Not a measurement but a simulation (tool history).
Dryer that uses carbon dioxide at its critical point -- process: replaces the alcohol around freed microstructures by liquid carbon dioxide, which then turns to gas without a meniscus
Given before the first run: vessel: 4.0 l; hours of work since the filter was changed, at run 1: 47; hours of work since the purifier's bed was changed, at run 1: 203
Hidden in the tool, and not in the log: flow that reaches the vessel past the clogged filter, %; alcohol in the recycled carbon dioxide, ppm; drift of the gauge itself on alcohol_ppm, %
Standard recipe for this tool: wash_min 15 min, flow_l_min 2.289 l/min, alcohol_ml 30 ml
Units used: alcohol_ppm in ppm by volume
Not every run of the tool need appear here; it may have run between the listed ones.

| run | hour | wash_min | flow_l_min | alcohol_ml | hours of work since the filter was changed | hours of work since the purifier's bed was changed | alcohol_ppm |
|---|---|---|---|---|---|---|---|
| 1 | 0 | 15 | 2.289 | 30 | 47 | 203 | 63 |
| 2 | 9.7 | 15 | 2.289 | 30 | 54 | 211 | 67 |
| 3 | 18.8 | 15 | 2.289 | 103 | 61 | 217 | 106 |
| 4 | 29 | 15 | 2.289 | 103 | 68 | 225 | 117 |
| 5 | 35.5 | 15 | 2.289 | 103 | 73 | 229 | 125 |
| 6 | 44.7 | 15 | 2.289 | 103 | 80 | 236 | 131 |
| 7 | 52.2 | 15 | 2.289 | 103 | 85 | 242 | 126 |
| 8 | 65 | 15 | 2.289 | 30 | 95 | 251 | 66 |
| 9 | 72.7 | 15 | 2.289 | 30 | 100 | 257 | 79 |
| 10 | 85.2 | 15 | 2.289 | 30 | 110 | 266 | 72 |
| 11 | 91.7 | 15 | 3.01 | 30 | 114 | 271 | 70 |
| 12 | 98.9 | 15 | 2.289 | 30 | 120 | 276 | 88 |
| 13 | 108.1 | 15 | 2.289 | 30 | 126 | 283 | 82 |
| 14 | 118.6 | 15 | 2.289 | 30 | 134 | 290 | 76 |
| 15 | 127.8 | 18 | 2.289 | 30 | 141 | 297 | 66 |
| 16 | 138.9 | 18 | 2.289 | 30 | 149 | 305 | 77 |
| 17 | 146.9 | 18 | 2.289 | 30 | 155 | 311 | 79 |
|  | 148.6 | inlet filter changed |
| 18 | 159.1 | 15 | 2.289 | 79 | 8 | 319 | 115 |
| 19 | 165 | 15 | 2.289 | 64 | 12 | 324 | 108 |
| 20 | 174.4 | 15 | 2.289 | 30 | 19 | 331 | 95 |
| 21 | 180.4 | 15 | 2.289 | 98 | 23 | 335 | 122 |
| 22 | 191.7 | 15 | 2.289 | 30 | 32 | 343 | 89 |
| 23 | 198.4 | 15 | 2.289 | 30 | 37 | 348 | 95 |
| 24 | 206.8 | 15 | 2.82 | 115 | 43 | 354 | 82 |
| 25 | 212.3 | 11 | 2.289 | 30 | 47 | 358 | 176 |
| 26 | 220.1 | 9 | 1.79 | 36 | 52 | 364 | 651 |
| 27 | 231.2 | 9 | 1.79 | 36 | 61 | 372 | 666 |
| 28 | 238.2 | 13 | 1.45 | 37 | 66 | 378 | 461 |
| 29 | 249 | 16 | 3.06 | 53 | 74 | 385 | 84 |
| 30 | 261.6 | 15 | 2.289 | 22 | 83 | 395 | 86 |
| 31 | 268.4 | 23 | 3.39 | 73 | 88 | 400 | 87 |
| 32 | 275.4 | 23 | 3.39 | 73 | 93 | 405 | 87 |
| 33 | 284.8 | 23 | 3.39 | 73 | 100 | 412 | 85 |
| 34 | 294.2 | 10 | 1.48 | 22 | 107 | 419 | 541 |
| 35 | 307.1 | 15 | 2.02 | 24 | 116 | 428 | 127 |
| 36 | 319.5 | 15 | 1.67 | 24 | 125 | 437 | 181 |
| 37 | 330.8 | 15 | 1.67 | 24 | 134 | 445 | 187 |
| 38 | 336.4 | 15 | 1.67 | 24 | 138 | 450 | 195 |
| 39 | 342.6 | 9 | 2.78 | 30 | 142 | 454 | 197 |
| 40 | 355.2 | 9 | 2.78 | 30 | 152 | 463 | 192 |
|  | 361.2 | inlet filter changed |
| 41 | 365.9 | 9 | 2.78 | 30 | 3 | 471 | 176 |
| 42 | 375.5 | 9 | 2.78 | 30 | 11 | 478 | 186 |
| 43 | 381.8 | 9 | 1.92 | 31 | 15 | 482 | 476 |
| 44 | 392.7 | 16 | 2.07 | 101 | 23 | 490 | 173 |
| 45 | 405.2 | 16 | 2.07 | 101 | 32 | 499 | 186 |
| 46 | 417.4 | 15 | 2.14 | 111 | 41 | 508 | 196 |

Hidden state at the last listed run before each entry between runs and at the first one after, where it differs:
Runs 17 to 18: inlet filter changed (hour 148.6)
  flow that reaches the vessel past the clogged filter, %: 93.7 -> 99.4; alcohol in the recycled carbon dioxide, ppm: 65.8 -> 67.3
  what was measured, less what the result would be without the hidden state, alcohol_ppm: +63 -> +65 ppm by volume
Runs 40 to 41: inlet filter changed (hour 361.2)
  flow that reaches the vessel past the clogged filter, %: 93.5 -> 99.7; alcohol in the recycled carbon dioxide, ppm: 93.8 -> 95.2
  what was measured, less what the result would be without the hidden state, alcohol_ppm: +114 -> +91 ppm by volume

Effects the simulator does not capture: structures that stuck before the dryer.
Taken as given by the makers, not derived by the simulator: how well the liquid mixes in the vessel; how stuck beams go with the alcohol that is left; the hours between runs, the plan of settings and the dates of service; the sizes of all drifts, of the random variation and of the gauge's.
